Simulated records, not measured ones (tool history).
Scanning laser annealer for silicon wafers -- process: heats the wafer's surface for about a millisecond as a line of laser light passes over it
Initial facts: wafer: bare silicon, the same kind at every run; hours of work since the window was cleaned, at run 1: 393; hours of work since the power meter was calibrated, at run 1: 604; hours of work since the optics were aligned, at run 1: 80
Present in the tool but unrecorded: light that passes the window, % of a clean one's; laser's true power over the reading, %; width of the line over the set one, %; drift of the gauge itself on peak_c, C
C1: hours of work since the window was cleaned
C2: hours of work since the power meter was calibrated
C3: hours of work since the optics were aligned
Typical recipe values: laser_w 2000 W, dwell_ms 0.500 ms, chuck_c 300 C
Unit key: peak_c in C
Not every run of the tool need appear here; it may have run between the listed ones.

{"run": 1, "day": 0.0, "laser_w": 2000, "dwell_ms": 0.5, "chuck_c": 300, "C1": 393, "C2": 604, "C3": 80, "peak_c": 1006}
{"run": 2, "day": 0.992, "laser_w": 2000, "dwell_ms": 0.5, "chuck_c": 300, "C1": 411, "C2": 622, "C3": 98, "peak_c": 1003}
{"run": 3, "day": 1.458, "laser_w": 2000, "dwell_ms": 0.5, "chuck_c": 300, "C1": 420, "C2": 631, "C3": 107, "peak_c": 1002}
{"run": 4, "day": 2.321, "laser_w": 2000, "dwell_ms": 0.5, "chuck_c": 300, "C1": 436, "C2": 647, "C3": 123, "peak_c": 1000}
{"run": 5, "day": 2.867, "laser_w": 2153, "dwell_ms": 0.5, "chuck_c": 300, "C1": 446, "C2": 657, "C3": 133, "peak_c": 1062}
{"run": 6, "day": 3.571, "laser_w": 2153, "dwell_ms": 0.5, "chuck_c": 300, "C1": 459, "C2": 670, "C3": 146, "peak_c": 1060}
{"run": 7, "day": 4.246, "laser_w": 2000, "dwell_ms": 0.5, "chuck_c": 301, "C1": 472, "C2": 683, "C3": 159, "peak_c": 1000}
{"run": 8, "day": 4.912, "laser_w": 2000, "dwell_ms": 0.5, "chuck_c": 300, "C1": 484, "C2": 695, "C3": 171, "peak_c": 998}
{"run": 9, "day": 5.462, "laser_w": 2000, "dwell_ms": 0.5, "chuck_c": 300, "C1": 495, "C2": 706, "C3": 182, "peak_c": 996}
{"run": 10, "day": 6.167, "laser_w": 2000, "dwell_ms": 0.5, "chuck_c": 300, "C1": 508, "C2": 719, "C3": 195, "peak_c": 998}
{"run": 11, "day": 6.975, "laser_w": 2000, "dwell_ms": 0.507, "chuck_c": 300, "C1": 523, "C2": 734, "C3": 210, "peak_c": 1003}
{"run": 12, "day": 7.612, "laser_w": 2000, "dwell_ms": 0.507, "chuck_c": 300, "C1": 535, "C2": 746, "C3": 222, "peak_c": 1004}
{"run": 13, "day": 8.367, "laser_w": 2000, "dwell_ms": 0.507, "chuck_c": 300, "C1": 549, "C2": 760, "C3": 236, "peak_c": 1000}
{"run": 14, "day": 9.254, "laser_w": 2000, "dwell_ms": 0.5, "chuck_c": 300, "C1": 565, "C2": 776, "C3": 252, "peak_c": 994}
{"run": 15, "day": 10.058, "laser_w": 2000, "dwell_ms": 0.5, "chuck_c": 300, "C1": 580, "C2": 791, "C3": 267, "peak_c": 991}
{"run": 16, "day": 10.508, "laser_w": 1906, "dwell_ms": 0.5, "chuck_c": 300, "C1": 589, "C2": 800, "C3": 276, "peak_c": 957}
{"run": 17, "day": 11.3, "laser_w": 1906, "dwell_ms": 0.5, "chuck_c": 274, "C1": 603, "C2": 814, "C3": 291, "peak_c": 931}
{"day": 11.946, "done": "window over the wafer cleaned"}
{"run": 18, "day": 12.092, "laser_w": 1906, "dwell_ms": 0.5, "chuck_c": 274, "C1": 3, "C2": 828, "C3": 304, "peak_c": 967}
{"run": 19, "day": 13.05, "laser_w": 1906, "dwell_ms": 0.5, "chuck_c": 274, "C1": 21, "C2": 846, "C3": 322, "peak_c": 962}
{"run": 20, "day": 13.471, "laser_w": 1771, "dwell_ms": 0.5, "chuck_c": 274, "C1": 28, "C2": 853, "C3": 330, "peak_c": 908}
{"run": 21, "day": 14.212, "laser_w": 1771, "dwell_ms": 0.5, "chuck_c": 274, "C1": 42, "C2": 867, "C3": 343, "peak_c": 906}
{"run": 22, "day": 15.038, "laser_w": 2000, "dwell_ms": 0.5, "chuck_c": 312, "C1": 58, "C2": 883, "C3": 359, "peak_c": 1034}
{"day": 15.308, "done": "optics aligned, line set to its width"}
{"run": 23, "day": 15.65, "laser_w": 1749, "dwell_ms": 0.584, "chuck_c": 293, "C1": 65, "C2": 890, "C3": 6, "peak_c": 969}
{"run": 24, "day": 16.417, "laser_w": 1749, "dwell_ms": 0.584, "chuck_c": 293, "C1": 80, "C2": 904, "C3": 21, "peak_c": 966}
{"run": 25, "day": 16.954, "laser_w": 2159, "dwell_ms": 0.37, "chuck_c": 315, "C1": 90, "C2": 914, "C3": 31, "peak_c": 983}
{"run": 26, "day": 17.7, "laser_w": 1891, "dwell_ms": 0.375, "chuck_c": 309, "C1": 103, "C2": 928, "C3": 45, "peak_c": 890}
{"run": 27, "day": 18.404, "laser_w": 1764, "dwell_ms": 0.375, "chuck_c": 305, "C1": 117, "C2": 942, "C3": 58, "peak_c": 841}
{"run": 28, "day": 19.0, "laser_w": 1764, "dwell_ms": 0.375, "chuck_c": 305, "C1": 128, "C2": 953, "C3": 69, "peak_c": 839}
{"day": 19.854, "done": "optics aligned, line set to its width, once more"}
{"run": 29, "day": 20.125, "laser_w": 1803, "dwell_ms": 0.476, "chuck_c": 300, "C1": 145, "C2": 970, "C3": 5, "peak_c": 929}
{"run": 30, "day": 21.117, "laser_w": 1757, "dwell_ms": 0.566, "chuck_c": 300, "C1": 163, "C2": 988, "C3": 24, "peak_c": 972}
{"run": 31, "day": 21.842, "laser_w": 2080, "dwell_ms": 0.397, "chuck_c": 340, "C1": 177, "C2": 1002, "C3": 37, "peak_c": 1004}
{"run": 32, "day": 22.75, "laser_w": 2000, "dwell_ms": 0.498, "chuck_c": 299, "C1": 194, "C2": 1019, "C3": 54, "peak_c": 1020}
{"run": 33, "day": 23.7, "laser_w": 1984, "dwell_ms": 0.356, "chuck_c": 313, "C1": 211, "C2": 1036, "C3": 72, "peak_c": 907}
{"run": 34, "day": 24.433, "laser_w": 1984, "dwell_ms": 0.356, "chuck_c": 313, "C1": 225, "C2": 1050, "C3": 85, "peak_c": 907}
{"run": 35, "day": 24.917, "laser_w": 1984, "dwell_ms": 0.604, "chuck_c": 316, "C1": 234, "C2": 1059, "C3": 94, "peak_c": 1104}

What will run 36 give?
{"run": 36, "day": 25.475, "laser_w": 1751, "dwell_ms": 0.471, "chuck_c": 316, "C1": 245, "C2": 1069, "C3": 105, "peak_c": "?"}

peak_c: 916 C
With no hidden state in the tool, this same run would have given peak_c 925 C.

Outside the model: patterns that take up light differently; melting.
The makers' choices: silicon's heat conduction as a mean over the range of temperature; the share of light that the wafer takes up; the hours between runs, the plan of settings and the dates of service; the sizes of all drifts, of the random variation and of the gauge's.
